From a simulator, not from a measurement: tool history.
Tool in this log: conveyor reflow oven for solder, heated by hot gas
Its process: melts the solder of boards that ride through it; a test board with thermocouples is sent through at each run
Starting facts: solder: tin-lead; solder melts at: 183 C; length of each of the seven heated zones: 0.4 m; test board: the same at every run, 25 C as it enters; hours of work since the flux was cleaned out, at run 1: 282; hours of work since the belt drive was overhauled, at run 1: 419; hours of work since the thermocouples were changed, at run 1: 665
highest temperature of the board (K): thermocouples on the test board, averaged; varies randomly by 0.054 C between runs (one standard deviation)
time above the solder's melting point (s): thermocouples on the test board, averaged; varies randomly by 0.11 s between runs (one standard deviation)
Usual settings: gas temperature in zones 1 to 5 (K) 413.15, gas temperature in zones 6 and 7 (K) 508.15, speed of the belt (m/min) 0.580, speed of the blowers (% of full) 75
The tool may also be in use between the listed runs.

run     day  gas temperature in zones 1 to 5 (K)  gas temperature in zones 6 and 7 (K)  speed of the belt (m/min)  speed of the blowers (% of full)  hours of work since the flux was cleaned out  hours of work since the belt drive was overhauled  hours of work since the thermocouples were changed  highest temperature of the board (K)  time above the solder's melting point (s)
  1   0.000                               413.15                                508.15                      0.580                                75                                           282                                                419                                                 665                                491.29                                       63.1
  2   0.762                               413.15                                508.15                      0.580                                75                                           293                                                430                                                 676                                491.31                                       63.3
  3   1.492                               413.15                                508.15                      0.580                                75                                           303                                                440                                                 686                                491.35                                       63.2
  4   1.879                               413.15                                521.15                      0.580                                75                                           308                                                445                                                 692                                502.53                                       71.3
  5   2.300                               413.15                                508.15                      0.580                                75                                           314                                                451                                                 698                                491.33                                       63.3
  6   2.912                               418.15                                508.15                      0.580                                75                                           323                                                460                                                 706                                492.19                                       66.1
  7   3.438                               416.15                                508.15                      0.580                                75                                           330                                                467                                                 714                                491.91                                       65.1
      4.008  -- thermocouples of zones 6 and 7 changed
  8   4.142                               416.15                                508.15                      0.580                                75                                           339                                                476                                                   2                                491.73                                       65.0
  9   4.629                               408.15                                508.15                      0.580                                75                                           346                                                483                                                   9                                490.26                                       60.6
 10   5.004                               408.15                                508.15                      0.580                                75                                           351                                                488                                                  14                                490.35                                       60.5
      5.500  -- flux residue cleaned out of gas plates and filters
 11   5.983                               408.15                                508.15                      0.580                                75                                             7                                                499                                                  25                                490.44                                       60.7
 12   6.317                               408.15                                508.15                      0.580                                75                                            11                                                503                                                  29                                490.49                                       60.7
 13   7.050                               413.15                                508.15                      0.580                                76                                            22                                                514                                                  40                                491.55                                       63.7
 14   7.371                               413.15                                508.15                      0.580                                75                                            26                                                518                                                  44                                491.23                                       63.4
 15   7.721                               413.15                                508.15                      0.580                                75                                            31                                                523                                                  49                                491.25                                       63.0
 16   8.038                               401.15                                508.15                      0.580                                63                                            36                                                528                                                  54                                484.37                                       51.5
 17   8.800                               401.15                                518.15                      0.580                                63                                            46                                                538                                                  64                                492.62                                       59.2
 18   9.579                               401.15                                518.15                      0.580                                63                                            57                                                549                                                  75                                492.56                                       59.2
 19  10.138                               413.15                                508.15                      0.605                                67                                            65                                                557                                                  83                                487.12                                       56.2
 20  10.458                               413.15                                522.15                      0.486                                75                                            70                                                562                                                  88                                509.09                                       89.5
 21  10.875                               417.15                                500.15                      0.486                                75                                            76                                                567                                                  94                                489.66                                       77.9
 22  11.633                               415.15                                500.15                      0.486                                75                                            86                                                578                                                 104                                489.39                                       76.3
 23  12.038                               415.15                                500.15                      0.486                                75                                            92                                                584                                                 110                                489.43                                       76.4
 24  12.388                               409.15                                520.15                      0.494                                75                                            97                                                589                                                 115                                506.20                                       85.0
 25  13.017                               409.15                                520.15                      0.494                                75                                           106                                                597                                                 124                                506.21                                       84.8
 26  13.725                               409.15                                520.15                      0.494                                75                                           116                                                607                                                 134                                506.14                                       84.8
 27  14.058                               409.15                                520.15                      0.532                                62                                           120                                                612                                                 138                                498.93                                       73.4
 28  14.483                               419.15                                508.15                      0.580                                57                                           126                                                618                                                 144                                485.73                                       59.4
 29  15.254                               400.15                                496.15                      0.498                                66                                           137                                                629                                                 155                                480.45                                       57.1
 30  15.754                               413.15                                508.15                      0.641                                75                                           144                                                636                                                 162                                487.99                                       54.0

Predict each of these 5 candidate next runs independently; none follows another, all start after run 30:
  A  16.471                               425.15                                507.15                      0.620                                75                                           154                                                646                                                 172                                     ?                                          ?
  B  16.471                               413.15                                513.15                      0.505                                75                                           154                                                646                                                 172                                     ?                                          ?
  C  16.471                               426.15                                508.15                      0.580                                77                                           154                                                646                                                 172                                     ?                                          ?
  D  16.471                               412.15                                508.15                      0.641                                87                                           154                                                646                                                 172                                     ?                                          ?
  E  16.471                               426.15                                508.15                      0.580                                75                                           154                                                646                                                 172                                     ?                                          ?

run  highest temperature of the board (K)  time above the solder's melting point (s)
  A                                490.61                                       63.5
  B                                499.78                                       80.3
  C                                494.16                                       71.2
  D                                491.45                                       57.1
  E                                493.50                                       70.8
With the hidden condition removed and each run's random variation left untouched, the same runs would have given:
run  highest temperature of the board (K)  time above the solder's melting point (s)
  A                                490.62                                       63.5
  B                                499.79                                       80.3
  C                                494.17                                       71.1
  D                                491.47                                       57.1
  E                                493.51                                       70.8

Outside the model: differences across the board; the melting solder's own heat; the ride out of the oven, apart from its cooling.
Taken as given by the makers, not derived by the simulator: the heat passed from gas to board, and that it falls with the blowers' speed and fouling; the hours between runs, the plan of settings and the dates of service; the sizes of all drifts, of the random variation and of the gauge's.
